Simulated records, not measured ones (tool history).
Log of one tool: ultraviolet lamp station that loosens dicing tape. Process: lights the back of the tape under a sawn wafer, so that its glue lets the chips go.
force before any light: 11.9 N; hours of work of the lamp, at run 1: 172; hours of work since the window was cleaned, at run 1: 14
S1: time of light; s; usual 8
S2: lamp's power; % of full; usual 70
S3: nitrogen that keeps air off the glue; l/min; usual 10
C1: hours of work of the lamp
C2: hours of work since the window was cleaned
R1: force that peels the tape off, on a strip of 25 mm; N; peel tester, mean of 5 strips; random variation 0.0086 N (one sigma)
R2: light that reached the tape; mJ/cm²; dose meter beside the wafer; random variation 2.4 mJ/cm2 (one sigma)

run,hour,S1,S2,S3,C1,C2,R1,R2
1,0,8,70,10,172,14,0.434,250
2,13.8,15,70,10,180,22,0.083,469
3,22.1,15,70,10,185,27,0.082,466
4,36.4,15,70,10,194,36,0.089,461
5,45.3,8,70,10,200,42,0.458,248
6,62.9,8,70,10,210,52,0.466,248
7,80.6,8,70,4,221,63,1.152,240
8,91.8,8,70,4,228,70,1.127,244
9,105.3,8,70,10,237,79,0.494,244
10,113.2,8,70,10,241,83,0.49,239
11,125,8,70,10,249,91,0.491,242
12,143.4,8,70,10,260,102,0.509,235
13,155.5,8,70,10,267,110,0.517,237
14,168.5,8,70,10,276,118,0.505,236
# hour 170.8: window cleaned of glue's vapour
15,185.4,8,88,10,286,9,0.289,293
16,202.7,8,88,10,296,20,0.288,293
17,216.8,8,88,10,305,28,0.288,286
18,229.7,8,70,19,313,36,0.34,226
19,239.5,5,70,19,319,42,1.152,145
20,251.2,5,70,19,326,50,1.169,142
# hour 257.3: window cleaned of glue's vapour, once more
21,262.9,5,70,19,333,3,1.014,149
22,281,10,96,19,344,15,0.076,411
23,296.9,10,96,19,354,24,0.076,404
24,305.9,10,96,19,360,30,0.078,396
25,314.1,5,67,19,365,35,1.248,142
26,331.5,13,84,4,375,46,0.196,454
27,345.6,8,95,5,384,54,0.461,316
28,361.3,6,84,7,394,64,0.98,214
29,377.7,8,72,7,404,74,0.717,238
30,391.6,8,67,10,412,83,0.653,220
31,410.9,8,67,10,424,95,0.665,217
32,430,9,75,17,436,106,0.197,274
33,448.9,4,97,14,448,118,1.185,157
34,461.3,8,65,9,455,126,0.84,207
35,471.3,8,62,10,461,132,0.86,199
36,481.5,8,62,10,468,138,0.852,197
37,493.2,8,80,4,475,145,1.04,249
38,503.4,10,62,6,481,152,0.835,245
39,518.1,11,79,10,490,161,0.182,336
40,531.8,8,66,10,499,169,0.761,207
41,545.6,8,66,10,507,178,0.799,206
42,559.3,8,66,10,516,186,0.784,200

Some steps in R1 between neighbouring runs. How much of each would the tool show without its hidden state too (settings, what came in, random variation), and how much is left for the hidden state, with any gauge scatter that isn't in both results?
The hidden state here: lamp's light, % of a new lamp's; light that the window lets through, % of a clean one's; drift of the gauge itself on peel_n, %; drift of the gauge itself on dose_mj_cm2, %.
Run 24 -> 25: S1 10 -> 5, S2 96 -> 67. R1 +1.17 N: hidden state +0.326, all else +0.844.
Run 25 -> 26: S1 5 -> 13, S2 67 -> 84, S3 19 -> 4. R1 -1.052 N: hidden state -0.272, all else -0.78.
Run 32 -> 33: S1 9 -> 4, S2 75 -> 97, S3 17 -> 14. R1 +0.988 N: hidden state +0.347, all else +0.641.
Run 38 -> 39: S1 10 -> 11, S2 62 -> 79, S3 6 -> 10. R1 -0.653 N: hidden state -0.284, all else -0.369.

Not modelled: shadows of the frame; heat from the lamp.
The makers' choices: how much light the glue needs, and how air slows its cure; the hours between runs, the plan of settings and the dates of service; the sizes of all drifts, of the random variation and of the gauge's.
